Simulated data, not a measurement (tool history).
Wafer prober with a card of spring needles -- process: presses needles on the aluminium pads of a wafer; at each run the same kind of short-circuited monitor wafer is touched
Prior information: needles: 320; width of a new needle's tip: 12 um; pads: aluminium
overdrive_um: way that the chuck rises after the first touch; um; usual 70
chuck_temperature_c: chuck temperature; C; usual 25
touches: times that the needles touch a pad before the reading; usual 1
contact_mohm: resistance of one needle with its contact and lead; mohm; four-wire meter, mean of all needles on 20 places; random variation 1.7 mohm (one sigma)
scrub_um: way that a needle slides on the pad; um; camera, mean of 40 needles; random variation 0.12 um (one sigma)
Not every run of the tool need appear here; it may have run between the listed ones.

run,day,overdrive_um,chuck_temperature_c,touches,contact_mohm,scrub_um
1,0.000,70,25,1,183,16.37
# day 0.404: tips cleaned on abrasive film
2,1.021,70,25,1,202,16.47
# day 1.258: tips cleaned on abrasive film
# day 2.062: tips cleaned on abrasive film
3,2.796,70,25,1,190,16.42
# day 2.892: tips cleaned on abrasive film
4,3.542,70,25,1,189,16.27
# day 3.704: tips cleaned on abrasive film, once more
# day 4.542: tips cleaned on abrasive film
5,4.675,70,25,1,175,16.44
# day 5.342: tips cleaned on abrasive film
6,5.829,70,25,1,188,16.13
# day 6.158: tips cleaned on abrasive film
7,6.875,70,25,1,193,16.31
# day 7.042: tips cleaned on abrasive film
# day 7.975: tips cleaned on abrasive film
8,8.350,70,25,1,181,16.32
# day 8.808: tips cleaned on abrasive film
9,9.358,70,25,1,188,16.34
# day 9.642: tips cleaned on abrasive film
# day 10.454: tips cleaned on abrasive film
10,11.096,70,25,1,191,16.19
# day 11.246: tips cleaned on abrasive film
# day 12.054: tips cleaned on abrasive film
11,12.342,70,25,1,181,16.19
# day 12.962: tips cleaned on abrasive film
# day 13.775: tips cleaned on abrasive film
12,13.929,70,35,1,178,16.17
# day 14.662: tips cleaned on abrasive film
13,15.262,70,35,1,190,16.19
# day 15.546: tips cleaned on abrasive film
# day 16.417: tips cleaned on abrasive film
14,16.521,53,35,1,184,12.00
# day 17.325: tips cleaned on abrasive film
15,17.846,53,35,1,203,11.89
# day 18.150: tips cleaned on abrasive film
16,18.754,75,42,2,181,16.90
# day 18.962: tips cleaned on abrasive film
# day 19.904: tips cleaned on abrasive film
17,20.325,63,25,1,191,14.30
# day 20.712: tips cleaned on abrasive film
# day 21.592: tips cleaned on abrasive film
18,21.704,62,25,2,177,14.06
# day 22.408: tips cleaned on abrasive film
# day 23.333: tips cleaned on abrasive film
19,23.421,62,25,2,174,13.92
# day 24.183: tips cleaned on abrasive film
# day 24.979: tips cleaned on abrasive film
20,24.979,62,51,1,178,13.91
# day 25.912: tips cleaned on abrasive film
# day 26.238: height of the first contact set anew
21,26.633,87,80,2,185,20.48
# day 26.779: tips cleaned on abrasive film
22,27.417,87,80,2,184,20.58
# day 27.658: tips cleaned on abrasive film
# day 28.504: tips cleaned on abrasive film
23,29.188,52,85,2,198,12.31

Estimate the outcome of run 24 from the log above:
# day 29.329: tips cleaned on abrasive film
# day 30.129: tips cleaned on abrasive film
24,30.129,74,41,2,?,?

{"run 24": {"contact_mohm": 171, "scrub_um": 17.44}}
With the hidden condition absent and the run-to-run variation left alone, this run would have shown contact_mohm 169 mohm, scrub_um 17.57 um.
